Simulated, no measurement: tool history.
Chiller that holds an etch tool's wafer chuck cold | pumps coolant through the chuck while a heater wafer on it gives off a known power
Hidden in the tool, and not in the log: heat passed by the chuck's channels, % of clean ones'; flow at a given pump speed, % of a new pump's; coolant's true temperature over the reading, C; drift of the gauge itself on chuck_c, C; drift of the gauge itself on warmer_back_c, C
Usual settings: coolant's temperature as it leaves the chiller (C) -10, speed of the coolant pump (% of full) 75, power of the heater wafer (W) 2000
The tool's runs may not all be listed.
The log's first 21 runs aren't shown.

| run | hour | coolant's temperature as it leaves the chiller (C) | speed of the coolant pump (% of full) | power of the heater wafer (W) | hours since the coolant was changed and the channels were flushed | hours since the pump was overhauled | hours since the chiller's thermometer was calibrated | chuck's temperature once it has settled (C) | how much warmer the coolant comes back (C) |
|---|---|---|---|---|---|---|---|---|---|
| 22 | 1015.0 | -4 | 86 | 2871 | 6563 | 1860 | 2612 | 25.2 | 9.13 |
| 23 | 1059.0 | -13 | 85 | 1999 | 6607 | 1904 | 2656 | 7.6 | 6.43 |
| 24 | 1108.9 | -16 | 94 | 2899 | 6657 | 1953 | 2706 | 11.7 | 8.41 |
| 25 | 1143.5 | -1 | 77 | 1098 | 6692 | 1988 | 2741 | 11.0 | 3.99 |
| 26 | 1185.9 | -10 | 75 | 1626 | 6734 | 2030 | 2783 | 8.3 | 6.06 |
| 27 | 1239.8 | -10 | 76 | 1575 | 6788 | 2084 | 2837 | 7.4 | 5.77 |
|  | 1294.4 | chiller's thermometer calibrated |
| 28 | 1309.0 | -10 | 76 | 1575 | 6856 | 2153 | 15 | 7.5 | 5.76 |
| 29 | 1367.7 | -10 | 76 | 1575 | 6915 | 2211 | 73 | 7.4 | 5.74 |
| 30 | 1426.4 | -17 | 96 | 2000 | 6974 | 2270 | 132 | 1.9 | 5.67 |
| 31 | 1470.7 | -17 | 96 | 2000 | 7018 | 2314 | 176 | 1.7 | 5.64 |
| 32 | 1524.7 | -4 | 87 | 1144 | 7072 | 2368 | 230 | 7.4 | 3.61 |

Forecast each of these 4 alternatives for the next run:
| A | 1585.4 | -10 | 83 | 1420 | 7133 | 2429 | 291 | ? | ? |
| B | 1585.4 | -11 | 96 | 1144 | 7133 | 2429 | 291 | ? | ? |
| C | 1585.4 | -4 | 87 | 1849 | 7133 | 2429 | 291 | ? | ? |
| D | 1585.4 | -3 | 68 | 1144 | 7133 | 2429 | 291 | ? | ? |

| run | chuck's temperature once it has settled (C) | how much warmer the coolant comes back (C) |
|---|---|---|
| A | 4.9 | 4.71 |
| B | -0.2 | 3.21 |
| C | 14.5 | 5.78 |
| D | 10.6 | 4.72 |
Without the tool's hidden state the same runs would have given:
| run | chuck's temperature once it has settled (C) | how much warmer the coolant comes back (C) |
|---|---|---|
| A | 4.9 | 4.71 |
| B | -0.2 | 3.21 |
| C | 14.5 | 5.78 |
| D | 10.6 | 4.72 |

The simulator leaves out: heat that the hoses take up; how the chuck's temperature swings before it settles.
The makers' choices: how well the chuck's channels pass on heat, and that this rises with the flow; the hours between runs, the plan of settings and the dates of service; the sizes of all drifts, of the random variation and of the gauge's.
